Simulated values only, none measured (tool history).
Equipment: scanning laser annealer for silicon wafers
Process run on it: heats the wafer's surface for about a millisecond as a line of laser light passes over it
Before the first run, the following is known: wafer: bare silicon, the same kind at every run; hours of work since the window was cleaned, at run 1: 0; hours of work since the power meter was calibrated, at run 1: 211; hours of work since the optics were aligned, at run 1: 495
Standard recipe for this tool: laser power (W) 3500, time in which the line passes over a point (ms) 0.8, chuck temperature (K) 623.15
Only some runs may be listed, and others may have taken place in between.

run	day	laser power (W)	time in which the line passes over a point (ms)	chuck temperature (K)	hours of work since the window was cleaned	hours of work since the power meter was calibrated	hours of work since the optics were aligned	highest temperature of the surface (K)
1	0	3500	0.8	623.15	0	211	495	1412.15
2	1.767	3500	0.8	623.15	31	242	526	1412.15
3	3.967	3500	0.742	623.15	69	280	564	1377.15
4	7.175	3500	0.8	623.15	125	336	620	1406.15
5	9.379	3664	0.8	623.15	163	374	658	1446.15
6	11.771	3664	0.8	623.15	205	416	700	1446.15
7	14.762	3569	0.742	586.15	257	468	752	1346.15
8	17.792	3569	0.742	586.15	310	521	805	1347.15
9	19.175	3488	0.961	586.15	334	545	829	1430.15
10	21.479	3603	0.639	586.15	374	585	869	1287.15
11	24.296	3603	0.639	586.15	423	634	918	1288.15

What will run 12 give?
12	26.229	3603	0.596	606.15	457	668	952	?

Run 12 yielded highest temperature of the surface (K) 1280.15.
Without the tool's hidden state the same run would have given highest temperature of the surface (K) 1317.15.
